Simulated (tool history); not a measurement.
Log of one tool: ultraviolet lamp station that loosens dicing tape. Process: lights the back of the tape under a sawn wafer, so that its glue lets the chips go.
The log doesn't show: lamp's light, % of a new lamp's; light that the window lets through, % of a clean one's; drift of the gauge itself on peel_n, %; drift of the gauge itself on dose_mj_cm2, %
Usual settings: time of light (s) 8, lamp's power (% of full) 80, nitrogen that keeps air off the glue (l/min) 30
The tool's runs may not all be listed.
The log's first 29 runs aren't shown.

run      day  time of light (s)  lamp's power (% of full)  nitrogen that keeps air off the glue (l/min)  hours of work of the lamp  hours of work since the window was cleaned  force that peels the tape off (N)  light that reached the tape (mJ/cm²)
 30   85.229                 14                        97                                            30                        914                                         160                              0.117                                   377
 31   87.638                  8                        80                                            42                        957                                         203                              0.346                                   173
 32   91.792                  6                        70                                            12                       1032                                         278                              2.170                                   108
 33   94.500                  9                        70                                            44                       1080                                         326                              0.430                                   154
 34   96.188                  9                        70                                            44                       1110                                         356                              0.441                                   155
 35   97.954                  8                        97                                            30                       1142                                         388                              0.379                                   184
 36  102.038                  8                        97                                            30                       1215                                         461                              0.428                                   178
 37  104.771                  8                        77                                            12                       1264                                         510                              1.493                                   137

Forecast each of these 3 alternatives for the next run:
  A  108.492                  8                        67                                            51                       1331                                         577                                  ?                                     ?
  B  108.492                 10                        77                                            49                       1331                                         577                                  ?                                     ?
  C  108.492                 13                        64                                            12                       1331                                         577                                  ?                                     ?

run  force that peels the tape off (N)  light that reached the tape (mJ/cm²)
  A                              0.986                                   110
  B                              0.395                                   159
  C                              0.880                                   174
Without the tool's hidden state the same runs would have given:
run  force that peels the tape off (N)  light that reached the tape (mJ/cm²)
  A                              0.233                                   201
  B                              0.127                                   291
  C                              0.209                                   318

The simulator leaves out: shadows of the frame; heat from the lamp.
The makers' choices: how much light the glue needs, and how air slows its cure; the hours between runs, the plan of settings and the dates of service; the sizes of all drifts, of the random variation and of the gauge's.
